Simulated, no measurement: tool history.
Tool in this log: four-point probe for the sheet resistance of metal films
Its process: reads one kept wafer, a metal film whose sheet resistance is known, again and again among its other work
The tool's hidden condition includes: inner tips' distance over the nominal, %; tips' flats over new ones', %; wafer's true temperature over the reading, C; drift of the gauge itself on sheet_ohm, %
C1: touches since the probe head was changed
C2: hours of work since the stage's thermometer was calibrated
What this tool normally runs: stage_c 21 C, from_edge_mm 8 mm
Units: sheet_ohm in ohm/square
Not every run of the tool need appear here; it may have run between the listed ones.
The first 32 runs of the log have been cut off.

{"run": 33, "day": 133.771, "stage_c": 25, "from_edge_mm": 7, "C1": 133143, "C2": 918, "sheet_ohm": 1.958729}
{"run": 34, "day": 136.246, "stage_c": 25, "from_edge_mm": 38, "C1": 134940, "C2": 963, "sheet_ohm": 1.938853}
{"run": 35, "day": 139.658, "stage_c": 32, "from_edge_mm": 22, "C1": 137414, "C2": 1024, "sheet_ohm": 1.943992}
{"run": 36, "day": 143.792, "stage_c": 29, "from_edge_mm": 9, "C1": 140412, "C2": 1098, "sheet_ohm": 1.953071}
{"run": 37, "day": 148.258, "stage_c": 29, "from_edge_mm": 9, "C1": 143650, "C2": 1178, "sheet_ohm": 1.953199}
{"run": 38, "day": 152.888, "stage_c": 29, "from_edge_mm": 9, "C1": 147007, "C2": 1260, "sheet_ohm": 1.953482}
{"run": 39, "day": 155.971, "stage_c": 20, "from_edge_mm": 49, "C1": 149244, "C2": 1316, "sheet_ohm": 1.937231}
{"run": 40, "day": 159.554, "stage_c": 21, "from_edge_mm": 6, "C1": 151840, "C2": 1380, "sheet_ohm": 1.965746}
{"run": 41, "day": 162.517, "stage_c": 26, "from_edge_mm": 8, "C1": 153989, "C2": 1433, "sheet_ohm": 1.956554}
{"run": 42, "day": 167.729, "stage_c": 34, "from_edge_mm": 16, "C1": 157770, "C2": 1526, "sheet_ohm": 1.947296}
{"run": 43, "day": 171.304, "stage_c": 34, "from_edge_mm": 16, "C1": 160364, "C2": 1590, "sheet_ohm": 1.94755}
{"run": 44, "day": 173.996, "stage_c": 19, "from_edge_mm": 26, "C1": 162316, "C2": 1638, "sheet_ohm": 1.939004}
{"day": 176.271, "done": "new probe head fitted"}
{"run": 45, "day": 176.771, "stage_c": 19, "from_edge_mm": 26, "C1": 365, "C2": 1687, "sheet_ohm": 1.92155}
{"run": 46, "day": 180.304, "stage_c": 25, "from_edge_mm": 5, "C1": 2926, "C2": 1750, "sheet_ohm": 1.961702}

3 options for the next run, each taken on its own from the tool as it stands now. Forecast them:
{"run": "A", "day": 185.717, "stage_c": 23, "from_edge_mm": 8, "C1": 6852, "C2": 1847, "sheet_ohm": "?"}
{"run": "B", "day": 185.717, "stage_c": 27, "from_edge_mm": 62, "C1": 6852, "C2": 1847, "sheet_ohm": "?"}
{"run": "C", "day": 185.717, "stage_c": 23, "from_edge_mm": 6, "C1": 6852, "C2": 1847, "sheet_ohm": "?"}

run=A sheet_ohm=1.937358
run=B sheet_ohm=1.922922
run=C sheet_ohm=1.949243
Without the tool's unlogged condition, the same runs would have read:
run=A sheet_ohm=1.942431
run=B sheet_ohm=1.927918
run=C sheet_ohm=1.954346

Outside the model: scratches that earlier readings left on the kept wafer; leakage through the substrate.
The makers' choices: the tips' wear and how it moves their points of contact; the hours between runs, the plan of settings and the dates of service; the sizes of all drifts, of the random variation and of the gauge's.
